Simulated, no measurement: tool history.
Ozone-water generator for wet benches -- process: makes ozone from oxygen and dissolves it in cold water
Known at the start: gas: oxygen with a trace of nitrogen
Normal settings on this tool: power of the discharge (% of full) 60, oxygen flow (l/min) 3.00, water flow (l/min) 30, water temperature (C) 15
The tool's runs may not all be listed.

run,hour,power of the discharge (% of full),oxygen flow (l/min),water flow (l/min),water temperature (C),dissolved ozone (ppm),ozone in the gas ahead of the water (g/m3)
1,0.0,60,3.00,30,15,6.7,139.5
2,33.5,60,3.00,30,15,6.9,138.5
3,106.7,60,3.00,30,20,6.4,137.0
4,170.6,60,3.00,30,20,6.8,137.9
5,249.0,60,3.00,30,20,6.7,137.7
6,312.3,60,3.00,30,15,6.8,137.0
7,346.8,60,3.00,39,15,5.3,137.0
8,410.6,85,3.00,30,18,9.1,189.0
9,451.0,60,4.51,48,20,4.6,115.8
10,521.7,60,3.87,48,9,4.7,122.1
11,569.0,60,4.92,36,9,7.0,112.2
12,625.7,60,4.92,36,9,7.2,112.1
13,676.3,60,4.92,36,9,7.1,111.3

Consider 5 possible next runs. They are alternatives, not a sequence: every one starts from the tool as it was left by run 13. What does each give?
A,711.4,65,2.37,30,8,?,?
B,711.4,62,2.48,30,15,?,?
C,711.4,41,2.70,36,9,?,?
D,711.4,60,1.66,23,15,?,?
E,711.4,60,2.16,27,9,?,?

run,dissolved ozone (ppm),ozone in the gas ahead of the water (g/m3)
A,6.8,161.2
B,6.4,151.6
C,4.0,100.1
D,7.2,172.4
E,7.0,155.9
Had the tool no hidden state, the same runs would have come out as:
run,dissolved ozone (ppm),ozone in the gas ahead of the water (g/m3)
A,7.3,167.8
B,6.9,157.5
C,4.3,102.3
D,7.7,178.8
E,7.5,161.8

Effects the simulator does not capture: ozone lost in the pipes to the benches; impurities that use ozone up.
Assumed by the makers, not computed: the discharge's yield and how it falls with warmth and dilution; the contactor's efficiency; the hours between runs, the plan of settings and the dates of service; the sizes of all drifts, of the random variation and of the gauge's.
